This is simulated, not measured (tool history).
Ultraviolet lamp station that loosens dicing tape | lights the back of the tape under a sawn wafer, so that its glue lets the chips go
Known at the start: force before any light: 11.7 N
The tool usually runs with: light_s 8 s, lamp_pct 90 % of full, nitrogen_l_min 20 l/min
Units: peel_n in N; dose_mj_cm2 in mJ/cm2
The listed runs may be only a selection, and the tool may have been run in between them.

| run | hour | light_s | lamp_pct | nitrogen_l_min | peel_n | dose_mj_cm2 |
|---|---|---|---|---|---|---|
| 1 | 0.0 | 8 | 90 | 20 | 0.608 | 308 |
| 2 | 22.4 | 8 | 90 | 20 | 0.629 | 306 |
| 3 | 64.0 | 10 | 90 | 20 | 0.382 | 371 |
| 4 | 95.6 | 10 | 90 | 20 | 0.383 | 370 |
| 5 | 131.8 | 10 | 90 | 20 | 0.422 | 361 |
| 6 | 171.0 | 8 | 90 | 20 | 0.745 | 283 |
| 7 | 209.7 | 8 | 90 | 20 | 0.794 | 279 |
| 8 | 249.9 | 10 | 74 | 16 | 0.912 | 287 |
| 9 | 285.8 | 10 | 74 | 16 | 0.949 | 275 |
| 10 | 305.4 | 9 | 70 | 7 | 2.500 | 237 |
|  | 307.8 | window cleaned of glue's vapour |
| 11 | 344.8 | 7 | 85 | 20 | 1.420 | 211 |
| 12 | 374.4 | 8 | 90 | 29 | 0.723 | 251 |
| 13 | 405.7 | 8 | 68 | 20 | 1.751 | 180 |
| 14 | 441.4 | 8 | 68 | 20 | 1.839 | 186 |

5 ways to go on from here, each from the tool as it stands after run 14. What would each give?
| A | 468.7 | 8 | 89 | 20 | ? | ? |
| B | 468.7 | 8 | 64 | 20 | ? | ? |
| C | 468.7 | 7 | 83 | 6 | ? | ? |
| D | 468.7 | 8 | 71 | 14 | ? | ? |
| E | 468.7 | 12 | 64 | 10 | ? | ? |

| run | peel_n | dose_mj_cm2 |
|---|---|---|
| A | 1.122 | 236 |
| B | 1.982 | 169 |
| C | 3.451 | 191 |
| D | 2.168 | 188 |
| E | 1.629 | 254 |
Stripped of hidden state, with their random variation kept, the same runs would have yielded:
| run | peel_n | dose_mj_cm2 |
|---|---|---|
| A | 0.419 | 366 |
| B | 0.843 | 263 |
| C | 1.819 | 296 |
| D | 0.943 | 292 |
| E | 0.647 | 394 |
